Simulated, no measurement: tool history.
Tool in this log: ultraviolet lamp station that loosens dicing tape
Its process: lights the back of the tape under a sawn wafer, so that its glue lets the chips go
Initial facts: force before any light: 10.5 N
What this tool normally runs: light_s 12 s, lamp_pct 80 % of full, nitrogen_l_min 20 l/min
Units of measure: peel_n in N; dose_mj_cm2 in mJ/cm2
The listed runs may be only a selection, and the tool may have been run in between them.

Run 1, hour 0.0: usual settings. Result: peel_n 0.947 N, dose_mj_cm2 539 mJ/cm2.
Run 2, hour 9.7: usual settings. Result: peel_n 0.933 N, dose_mj_cm2 548 mJ/cm2.
Run 3, hour 15.7: usual settings. Result: peel_n 0.911 N, dose_mj_cm2 536 mJ/cm2.
Run 4, hour 21.7: usual settings. Result: peel_n 0.940 N, dose_mj_cm2 537 mJ/cm2.
Run 5, hour 31.8: usual settings. Result: peel_n 0.951 N, dose_mj_cm2 535 mJ/cm2.
Run 6, hour 45.6: usual settings. Result: peel_n 0.943 N, dose_mj_cm2 534 mJ/cm2.
Run 7, hour 51.7: usual settings. Result: peel_n 0.959 N, dose_mj_cm2 530 mJ/cm2.
Run 8, hour 64.3: usual settings. Result: peel_n 0.993 N, dose_mj_cm2 531 mJ/cm2.
Run 9, hour 73.0: usual settings. Result: peel_n 0.998 N, dose_mj_cm2 523 mJ/cm2.
Run 10, hour 81.4: usual settings. Result: peel_n 1.011 N, dose_mj_cm2 526 mJ/cm2.
Run 11, hour 88.9: usual settings. Result: peel_n 1.011 N, dose_mj_cm2 520 mJ/cm2.
Run 12, hour 103.5: usual settings. Result: peel_n 1.023 N, dose_mj_cm2 516 mJ/cm2.
Run 13, hour 112.9: usual settings but light_s 21 s, lamp_pct 66 % of full, nitrogen_l_min 29 l/min. Result: peel_n 0.381 N, dose_mj_cm2 748 mJ/cm2.
Run 14, hour 121.2: usual settings but light_s 11 s, lamp_pct 65 % of full, nitrogen_l_min 23 l/min. Result: peel_n 1.616 N, dose_mj_cm2 382 mJ/cm2.
Run 15, hour 129.2: usual settings but lamp_pct 85 % of full. Result: peel_n 0.905 N, dose_mj_cm2 539 mJ/cm2.
Run 16, hour 141.7: usual settings but lamp_pct 85 % of full. Result: peel_n 0.936 N, dose_mj_cm2 546 mJ/cm2.
Run 17, hour 149.3: usual settings but lamp_pct 85 % of full. Result: peel_n 0.928 N, dose_mj_cm2 539 mJ/cm2.
Run 18, hour 156.1: usual settings but lamp_pct 63 % of full. Result: peel_n 1.670 N, dose_mj_cm2 401 mJ/cm2.
Run 19, hour 170.0: usual settings but lamp_pct 69 % of full, nitrogen_l_min 14 l/min. Result: peel_n 1.768 N, dose_mj_cm2 430 mJ/cm2.
Run 20, hour 181.6: usual settings but light_s 23 s, lamp_pct 64 % of full, nitrogen_l_min 12 l/min. Result: peel_n 0.636 N, dose_mj_cm2 764 mJ/cm2.
Run 21, hour 191.4: usual settings but light_s 6 s, lamp_pct 72 % of full. Result: peel_n 3.610 N, dose_mj_cm2 221 mJ/cm2.
Run 22, hour 197.5: usual settings but light_s 6 s, lamp_pct 78 % of full, nitrogen_l_min 17 l/min. Result: peel_n 3.600 N, dose_mj_cm2 242 mJ/cm2.
Run 23, hour 206.2: usual settings but light_s 6 s, lamp_pct 78 % of full, nitrogen_l_min 17 l/min. Result: peel_n 3.573 N, dose_mj_cm2 241 mJ/cm2.

For each run, the measured value with the value that run would have given without the tool's hidden condition subtracted. The run-to-run variation is shared by both, the gauge scatter possibly not:
Hidden conditions of the tool in this case: lamp's light, % of a new lamp's; light that the window lets through, % of a clean one's; drift of the gauge itself on peel_n, %; drift of the gauge itself on dose_mj_cm2, %.
run  peel_n  dose_mj_cm2
  1  +0.131          -40
  2  +0.137          -43
  3  +0.138          -44
  4  +0.147          -46
  5  +0.157          -49
  6  +0.166          -52
  7  +0.173          -53
  8  +0.189          -56
  9  +0.197          -59
 10  +0.202          -60
 11  +0.210          -62
 12  +0.224          -66
 13  +0.073          -98
 14  +0.332          -52
 15  +0.218          -76
 16  +0.235          -80
 17  +0.238          -82
 18  +0.381          -62
 19  +0.413          -71
 20  +0.180         -129
 21  +0.594          -40
 22  +0.613          -43
 23  +0.622          -44

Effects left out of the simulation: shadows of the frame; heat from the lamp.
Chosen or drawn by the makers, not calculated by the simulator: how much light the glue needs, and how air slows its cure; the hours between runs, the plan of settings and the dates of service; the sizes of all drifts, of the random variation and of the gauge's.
